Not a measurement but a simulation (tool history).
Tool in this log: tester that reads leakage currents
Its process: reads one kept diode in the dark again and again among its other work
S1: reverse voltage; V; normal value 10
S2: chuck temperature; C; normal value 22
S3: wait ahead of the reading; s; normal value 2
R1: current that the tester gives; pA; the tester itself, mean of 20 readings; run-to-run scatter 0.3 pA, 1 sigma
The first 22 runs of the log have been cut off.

{"run": 23, "hour": 2665.9, "S1": 10, "S2": 23, "S3": 0.31, "R1": 118.6}
{"hour": 2679.6, "done": "tester calibrated"}
{"run": 24, "hour": 2777.6, "S1": 10.6, "S2": 28, "S3": 1.02, "R1": 185.76}
{"run": 25, "hour": 2885.6, "S1": 6.2, "S2": 37, "S3": 4.84, "R1": 321.87}
{"run": 26, "hour": 3015.4, "S1": 14, "S2": 22, "S3": 1.74, "R1": 126.61}
{"run": 27, "hour": 3104.7, "S1": 10, "S2": 22, "S3": 0.61, "R1": 112.84}
{"hour": 3153.1, "done": "tester calibrated, once more"}
{"run": 28, "hour": 3238.0, "S1": 2.8, "S2": 40, "S3": 0.99, "R1": 305.76}
{"run": 29, "hour": 3372.9, "S1": 2.8, "S2": 40, "S3": 0.99, "R1": 307.94}
{"run": 30, "hour": 3529.2, "S1": 10.5, "S2": 40, "S3": 7.13, "R1": 493.25}
{"run": 31, "hour": 3616.6, "S1": 10.5, "S2": 40, "S3": 7.13, "R1": 497.92}
{"run": 32, "hour": 3765.3, "S1": 2.5, "S2": 20, "S3": 9.45, "R1": 57.49}
{"run": 33, "hour": 3920.1, "S1": 2.3, "S2": 22, "S3": 0.64, "R1": 68.07}
{"run": 34, "hour": 4068.2, "S1": 2.5, "S2": 43, "S3": 6.88, "R1": 384.85}
{"run": 35, "hour": 4221.8, "S1": 19.8, "S2": 22, "S3": 1.32, "R1": 155.85}
{"run": 36, "hour": 4353.5, "S1": 19.8, "S2": 22, "S3": 1.32, "R1": 158.11}
{"hour": 4417.1, "done": "chuck's temperature calibrated"}
{"run": 37, "hour": 4463.2, "S1": 1.9, "S2": 57, "S3": 9.63, "R1": 906.77}
{"run": 38, "hour": 4558.7, "S1": 6.5, "S2": 21, "S3": 2.65, "R1": 84.62}
{"run": 39, "hour": 4737.6, "S1": 6.5, "S2": 21, "S3": 2.65, "R1": 86.42}

Below are 3 alternative next runs, each starting from the tool's condition after run 39. Predict each:
{"run": "A", "hour": 4859.8, "S1": 13.1, "S2": 22, "S3": 2, "R1": "?"}
{"run": "B", "hour": 4859.8, "S1": 11.2, "S2": 60, "S3": 7.2, "R1": "?"}
{"run": "C", "hour": 4859.8, "S1": 8.3, "S2": 21, "S3": 2.65, "R1": "?"}

run=A R1=124.54
run=B R1=2115.76
run=C R1=95.32
With the hidden condition removed and each run's random variation left untouched, the same runs would have given:
run=A R1=108.4
run=B R1=2028.47
run=C R1=84.32
